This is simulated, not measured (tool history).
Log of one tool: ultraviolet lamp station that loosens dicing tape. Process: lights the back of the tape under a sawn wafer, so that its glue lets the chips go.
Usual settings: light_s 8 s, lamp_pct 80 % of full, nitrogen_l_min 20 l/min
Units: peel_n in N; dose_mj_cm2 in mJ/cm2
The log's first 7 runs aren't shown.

run,day,light_s,lamp_pct,nitrogen_l_min,peel_n,dose_mj_cm2
# day 17.525: window cleaned of glue's vapour
8,18.933,8,82,20,1.792,364
9,21.433,8,80,20,1.996,352
10,24.025,8,80,20,2.013,351
11,27.696,8,80,20,2.047,335
12,29.738,4,80,20,4.279,169
# day 30.296: window cleaned of glue's vapour, once more
13,31.538,8,80,33,1.078,410
14,33.646,8,80,33,1.103,407
15,37.342,8,80,33,1.202,393
16,41.158,5,69,33,3.030,207
17,44.079,12,80,7,1.769,561
18,46.950,8,95,35,0.939,439
19,49.254,8,67,20,2.385,305
20,52.842,8,67,20,2.534,296
21,55.083,8,89,20,1.643,384
22,58.046,8,80,7,3.351,337
23,61.812,15,79,20,0.681,607
24,64.375,15,79,20,0.739,592
25,66.825,8,80,12,2.882,311
26,69.225,8,80,12,2.988,309
27,71.167,8,91,17,2.145,343
# day 71.421: window cleaned of glue's vapour
28,74.950,11,68,29,1.258,391
29,76.683,4,98,8,4.715,202
30,79.196,14,64,40,0.830,454

Forecast each of these 3 alternatives for the next run:
A,80.921,14,90,40,?,?
B,80.921,9,80,25,?,?
C,80.921,8,66,20,?,?

run,peel_n,dose_mj_cm2
A,0.388,630
B,1.634,362
C,2.746,262
Without the tool's hidden state the same runs would have given:
run,peel_n,dose_mj_cm2
A,0.152,999
B,0.664,573
C,1.436,415

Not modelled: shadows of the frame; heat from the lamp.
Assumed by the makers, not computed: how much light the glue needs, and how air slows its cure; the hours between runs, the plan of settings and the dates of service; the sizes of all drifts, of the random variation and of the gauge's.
